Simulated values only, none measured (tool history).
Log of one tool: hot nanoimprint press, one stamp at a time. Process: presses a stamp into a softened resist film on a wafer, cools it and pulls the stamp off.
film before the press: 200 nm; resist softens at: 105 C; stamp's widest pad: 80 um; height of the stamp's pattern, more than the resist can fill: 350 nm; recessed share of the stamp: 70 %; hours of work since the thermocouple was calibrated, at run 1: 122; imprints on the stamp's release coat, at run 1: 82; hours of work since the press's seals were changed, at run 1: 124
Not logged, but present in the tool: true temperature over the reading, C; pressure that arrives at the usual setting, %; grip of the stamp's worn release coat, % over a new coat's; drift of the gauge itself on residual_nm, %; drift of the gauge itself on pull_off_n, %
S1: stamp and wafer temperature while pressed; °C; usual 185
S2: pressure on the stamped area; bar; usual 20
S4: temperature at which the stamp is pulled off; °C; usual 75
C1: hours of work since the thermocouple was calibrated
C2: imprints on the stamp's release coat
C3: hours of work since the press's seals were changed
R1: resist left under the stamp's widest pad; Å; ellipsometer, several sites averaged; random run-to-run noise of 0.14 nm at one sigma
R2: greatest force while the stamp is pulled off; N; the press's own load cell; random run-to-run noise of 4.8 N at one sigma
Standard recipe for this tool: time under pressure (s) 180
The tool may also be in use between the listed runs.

run 1 hour=0 | S1=185 S2=20 time_under_pressure_(s)=180 S4=75 | C1=122 C2=82 C3=124 | R1=887 R2=248
run 2 hour=6.3 | S1=185 S2=23.8 time_under_pressure_(s)=180 S4=75 | C1=126 C2=98 C3=128 | R1=819 R2=243
run 3 hour=17.6 | S1=186 S2=20 time_under_pressure_(s)=180 S4=75 | C1=134 C2=127 C3=136 | R1=860 R2=247
run 4 hour=26 | S1=186 S2=20 time_under_pressure_(s)=180 S4=75 | C1=140 C2=148 C3=142 | R1=860 R2=246
run 5 hour=33.7 | S1=186 S2=20 time_under_pressure_(s)=180 S4=75 | C1=145 C2=168 C3=147 | R1=862 R2=253
run 6 hour=38.7 | S1=183 S2=20 time_under_pressure_(s)=180 S4=75 | C1=148 C2=180 C3=151 | R1=943 R2=245
run 7 hour=50.7 | S1=183 S2=20 time_under_pressure_(s)=180 S4=75 | C1=157 C2=211 C3=159 | R1=941 R2=255
run 8 hour=60.7 | S1=183 S2=20 time_under_pressure_(s)=180 S4=75 | C1=163 C2=236 C3=166 | R1=940 R2=246
run 9 hour=72.6 | S1=183 S2=20 time_under_pressure_(s)=180 S4=81 | C1=172 C2=266 C3=174 | R1=942 R2=244
run 10 hour=81.6 | S1=178 S2=20 time_under_pressure_(s)=180 S4=81 | C1=178 C2=289 C3=180 | R1=1093 R2=251
run 11 hour=90.1 | S1=185 S2=20 time_under_pressure_(s)=180 S4=75 | C1=184 C2=311 C3=186 | R1=885 R2=247
run 12 hour=97.2 | S1=185 S2=20 time_under_pressure_(s)=180 S4=75 | C1=189 C2=329 C3=191 | R1=887 R2=262
run 13 hour=102.6 | S1=185 S2=20 time_under_pressure_(s)=180 S4=75 | C1=192 C2=342 C3=195 | R1=886 R2=266
run 14 hour=111.2 | S1=185 S2=20 time_under_pressure_(s)=180 S4=67 | C1=198 C2=364 C3=200 | R1=886 R2=287
run 15 hour=117.5 | S1=185 S2=20 time_under_pressure_(s)=180 S4=67 | C1=202 C2=380 C3=205 | R1=883 R2=284
run 16 hour=126 | S1=185 S2=20 time_under_pressure_(s)=180 S4=67 | C1=208 C2=402 C3=211 | R1=887 R2=283
run 17 hour=134.8 | S1=185 S2=20 time_under_pressure_(s)=180 S4=67 | C1=214 C2=424 C3=217 | R1=884 R2=279
run 18 hour=144 | S1=185 S2=20 time_under_pressure_(s)=180 S4=67 | C1=221 C2=447 C3=223 | R1=885 R2=290
run 19 hour=153.2 | S1=175 S2=20 time_under_pressure_(s)=327 S4=74 | C1=227 C2=471 C3=229 | R1=972 R2=272
run 20 hour=161.5 | S1=175 S2=20 time_under_pressure_(s)=327 S4=70 | C1=233 C2=492 C3=235 | R1=971 R2=286
run 21 hour=168.9 | S1=175 S2=20 time_under_pressure_(s)=327 S4=70 | C1=238 C2=510 C3=240 | R1=973 R2=300
run 22 hour=178.2 | S1=197 S2=21.9 time_under_pressure_(s)=180 S4=75 | C1=244 C2=534 C3=246 | R1=592 R2=272
run 23 hour=188.5 | S1=185 S2=20 time_under_pressure_(s)=241 S4=72 | C1=251 C2=560 C3=254 | R1=787 R2=286
run 24 hour=196.2 | S1=185 S2=20 time_under_pressure_(s)=278 S4=75 | C1=256 C2=580 C3=259 | R1=743 R2=282
run 25 hour=202.5 | S1=185 S2=20 time_under_pressure_(s)=180 S4=62 | C1=261 C2=596 C3=263 | R1=882 R2=321
run 26 hour=207.8 | S1=185 S2=20 time_under_pressure_(s)=158 S4=75 | C1=264 C2=609 C3=267 | R1=927 R2=278
run 27 hour=213.7 | S1=185 S2=27.7 time_under_pressure_(s)=180 S4=64 | C1=268 C2=624 C3=271 | R1=766 R2=310
run 28 hour=220.1 | S1=185 S2=20.8 time_under_pressure_(s)=304 S4=65 | C1=273 C2=640 C3=275 | R1=702 R2=313
run 29 hour=228.1 | S1=185 S2=23.1 time_under_pressure_(s)=221 S4=82 | C1=278 C2=660 C3=281 | R1=764 R2=269

For each run, the measured value with the value that run would have given without the tool's hidden condition subtracted. The run-to-run variation is shared by both, the gauge scatter possibly not:
run=1 R1=-1 R2=+6
run=2 R1=+0 R2=+7
run=3 R1=-1 R2=+9
run=4 R1=-1 R2=+11
run=5 R1=-1 R2=+12
run=6 R1=-2 R2=+12
run=7 R1=-2 R2=+15
run=8 R1=-2 R2=+16
run=9 R1=-3 R2=+18
run=10 R1=-4 R2=+20
run=11 R1=-2 R2=+21
run=12 R1=-3 R2=+24
run=13 R1=-3 R2=+26
run=14 R1=-3 R2=+29
run=15 R1=-3 R2=+30
run=16 R1=-3 R2=+31
run=17 R1=-4 R2=+33
run=18 R1=-4 R2=+36
run=19 R1=-6 R2=+35
run=20 R1=-6 R2=+38
run=21 R1=-7 R2=+41
run=22 R1=-1 R2=+39
run=23 R1=-5 R2=+43
run=24 R1=-4 R2=+43
run=25 R1=-5 R2=+50
run=26 R1=-5 R2=+44
run=27 R1=-1 R2=+51
run=28 R1=-5 R2=+53
run=29 R1=-3 R2=+46
